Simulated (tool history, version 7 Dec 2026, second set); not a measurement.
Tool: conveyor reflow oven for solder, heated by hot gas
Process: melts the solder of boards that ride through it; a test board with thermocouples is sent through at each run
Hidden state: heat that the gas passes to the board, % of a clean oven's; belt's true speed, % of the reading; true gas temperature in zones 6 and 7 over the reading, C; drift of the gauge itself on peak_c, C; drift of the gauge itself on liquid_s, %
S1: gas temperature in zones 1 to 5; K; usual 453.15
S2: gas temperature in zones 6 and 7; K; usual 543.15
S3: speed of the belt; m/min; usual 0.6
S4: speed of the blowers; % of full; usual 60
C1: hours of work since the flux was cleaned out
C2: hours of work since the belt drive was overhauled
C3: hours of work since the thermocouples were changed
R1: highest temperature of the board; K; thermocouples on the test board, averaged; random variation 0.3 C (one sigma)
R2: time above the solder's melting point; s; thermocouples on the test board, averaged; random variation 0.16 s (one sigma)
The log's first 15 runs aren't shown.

| run | hour | S1 | S2 | S3 | S4 | C1 | C2 | C3 | R1 | R2 |
|---|---|---|---|---|---|---|---|---|---|---|
| 16 | 169.2 | 453.15 | 543.15 | 0.6 | 88 | 244 | 210 | 388 | 530.75 | 49.6 |
| 17 | 182.2 | 467.15 | 551.15 | 0.6 | 72 | 251 | 217 | 395 | 537.15 | 56.6 |
| 18 | 191.6 | 453.15 | 543.15 | 0.693 | 60 | 256 | 222 | 400 | 520.55 | 36.2 |
| 19 | 205.7 | 465.15 | 552.15 | 0.693 | 72 | 263 | 229 | 408 | 533.75 | 46.4 |
| 20 | 215.4 | 457.15 | 550.15 | 0.682 | 71 | 268 | 235 | 413 | 530.25 | 43.5 |
| 21 | 231.5 | 462.15 | 556.15 | 0.539 | 58 | 277 | 243 | 421 | 541.45 | 62.7 |
| 22 | 247.6 | 462.15 | 556.15 | 0.539 | 58 | 285 | 251 | 430 | 541.55 | 62.6 |
| 23 | 259.3 | 462.15 | 556.15 | 0.539 | 58 | 291 | 258 | 436 | 541.05 | 62.5 |
| 24 | 266.5 | 453.15 | 539.15 | 0.622 | 65 | 295 | 261 | 440 | 522.05 | 42.8 |
| 25 | 276.3 | 453.15 | 543.15 | 0.615 | 79 | 300 | 267 | 445 | 528.65 | 47.1 |
| 26 | 287.5 | 452.15 | 540.15 | 0.614 | 79 | 306 | 272 | 451 | 526.45 | 45.8 |
| 27 | 302.1 | 452.15 | 556.15 | 0.614 | 71 | 314 | 280 | 458 | 537.95 | 50.9 |
| 28 | 318 | 452.15 | 556.15 | 0.614 | 71 | 322 | 289 | 467 | 538.45 | 50.8 |
| 29 | 329.3 | 447.15 | 543.15 | 0.6 | 67 | 328 | 294 | 473 | 526.55 | 45.2 |
| 30 | 342.9 | 441.15 | 543.15 | 0.6 | 67 | 335 | 302 | 480 | 524.55 | 42.6 |

Forecast each of these 3 alternatives for the next run:
|  | 361.9 | flux residue cleaned out of gas plates and filters |
| A | 362.1 | 439.15 | 543.15 | 0.536 | 58 | 0 | 309 | 487 | ? | ? |
|  | 361.9 | flux residue cleaned out of gas plates and filters |
| B | 362.1 | 453.15 | 543.15 | 0.664 | 85 | 0 | 309 | 487 | ? | ? |
|  | 361.9 | flux residue cleaned out of gas plates and filters |
| C | 362.1 | 453.15 | 543.15 | 0.6 | 58 | 0 | 309 | 487 | ? | ? |

| run | R1 | R2 |
|---|---|---|
| A | 526.35 | 48.7 |
| B | 527.15 | 43 |
| C | 525.85 | 45.9 |
Without the tool's hidden state the same runs would have given:
| run | R1 | R2 |
|---|---|---|
| A | 526.35 | 48.7 |
| B | 527.15 | 43 |
| C | 525.85 | 45.9 |
